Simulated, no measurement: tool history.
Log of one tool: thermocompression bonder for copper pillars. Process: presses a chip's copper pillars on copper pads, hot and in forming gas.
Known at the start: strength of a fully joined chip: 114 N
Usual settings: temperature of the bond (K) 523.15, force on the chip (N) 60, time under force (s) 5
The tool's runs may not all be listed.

run    hour  temperature of the bond (K)  force on the chip (N)  time under force (s)  force that shears a chip off (N)
  1       0                       523.15                     60                     5                              52.9
  2    75.9                       523.15                     60                     6                              55.1
  3   148.6                       523.15                     60                     6                              55.2
      174.8  -- forming gas filter changed
  4     214                       523.15                     60                     5                              52.9
  5   296.4                       523.15                     60                     5                              53.2
      310.3  -- heater calibrated with a thermocouple chip
  6   378.7                       523.15                     60                     4                                53
  7   430.6                       523.15                     60                     4                              52.1
  8   494.5                       523.15                     60                     4                                52
  9   590.2                       523.15                     60                     5                              56.3
 10   648.5                       523.15                     60                     5                              56.1
      672.9  -- forming gas filter changed
 11   740.3                       523.15                     60                     5                              57.5
 12   825.3                       509.15                     70                     5                              51.4
 13   904.7                       494.15                     70                     5                              41.4
      920.6  -- force cell calibrated
 14  1005.3                       503.15                     40                     8                              41.4
 15    1058                       536.15                     37                     5                              49.9
 16  1103.4                       518.15                     37                    15                              60.5
     1168.9  -- forming gas filter changed
 17  1181.5                       518.15                     37                    15                              62.7
 18  1238.9                       546.15                     58                     5                              68.7
 19  1339.5                       546.15                     58                     5                              67.8

Run 20 comes next. What will it give?
 20  1426.2                       532.15                     60                    14                                 ?

Run 20 gave force that shears a chip off (N) 80.3.
Without the tool's hidden state the same run would have given force that shears a chip off (N) 82.5.
